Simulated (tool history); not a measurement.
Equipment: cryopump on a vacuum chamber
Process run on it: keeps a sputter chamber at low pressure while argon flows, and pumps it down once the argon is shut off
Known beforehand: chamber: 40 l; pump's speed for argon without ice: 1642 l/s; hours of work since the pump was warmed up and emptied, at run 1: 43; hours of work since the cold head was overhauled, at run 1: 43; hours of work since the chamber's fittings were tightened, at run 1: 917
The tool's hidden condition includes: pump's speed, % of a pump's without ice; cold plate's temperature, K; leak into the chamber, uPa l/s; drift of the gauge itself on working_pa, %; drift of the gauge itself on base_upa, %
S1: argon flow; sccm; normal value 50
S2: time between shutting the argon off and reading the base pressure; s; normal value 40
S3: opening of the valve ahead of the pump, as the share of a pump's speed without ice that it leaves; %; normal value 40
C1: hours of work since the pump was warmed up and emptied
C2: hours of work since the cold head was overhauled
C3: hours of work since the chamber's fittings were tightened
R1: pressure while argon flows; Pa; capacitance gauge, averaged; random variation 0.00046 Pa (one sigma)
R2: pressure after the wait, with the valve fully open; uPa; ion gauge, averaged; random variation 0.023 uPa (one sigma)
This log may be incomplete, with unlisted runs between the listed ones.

run,hour,S1,S2,S3,C1,C2,C3,R1,R2
1,0,50,40,40,43,43,917,0.1287,1.05
2,52.3,50,40,40,74,74,948,0.1295,1.1
3,87.2,50,40,40,94,94,969,0.1295,1.16
4,136.1,50,40,40,123,123,997,0.1299,1.13
5,172.8,50,202,40,145,145,1019,0.1301,0.72
6,230.9,50,266,40,179,179,1053,0.1301,0.7
7,264.7,50,266,40,199,199,1073,0.1315,0.7
8,317.3,50,266,40,230,230,1104,0.1308,0.72
9,376.4,22,40,40,264,264,1139,0.0579,1.15
10,428,50,40,33,295,295,1169,0.1587,1.24
11,468.9,50,40,33,319,319,1193,0.158,1.23
12,521.2,91,40,33,350,350,1224,0.2903,1.23
13,563,91,40,33,374,374,1249,0.2906,1.24
14,617.1,91,40,33,406,406,1280,0.291,1.29
15,647.4,50,40,16,424,424,1298,0.3259,1.23
16,696.4,50,78,47,453,453,1327,0.1141,1.05
17,735.4,32,23,39,476,476,1350,0.0875,1.69

Run 18 has not been measured yet. What should we expect?
18,762.8,37,40,21,492,492,1366,?,?

R1: 0.1855 Pa
R2: 1.29 uPa
With no hidden state in the tool, this same run would have given R1 0.1819 Pa, R2 0.71 uPa.

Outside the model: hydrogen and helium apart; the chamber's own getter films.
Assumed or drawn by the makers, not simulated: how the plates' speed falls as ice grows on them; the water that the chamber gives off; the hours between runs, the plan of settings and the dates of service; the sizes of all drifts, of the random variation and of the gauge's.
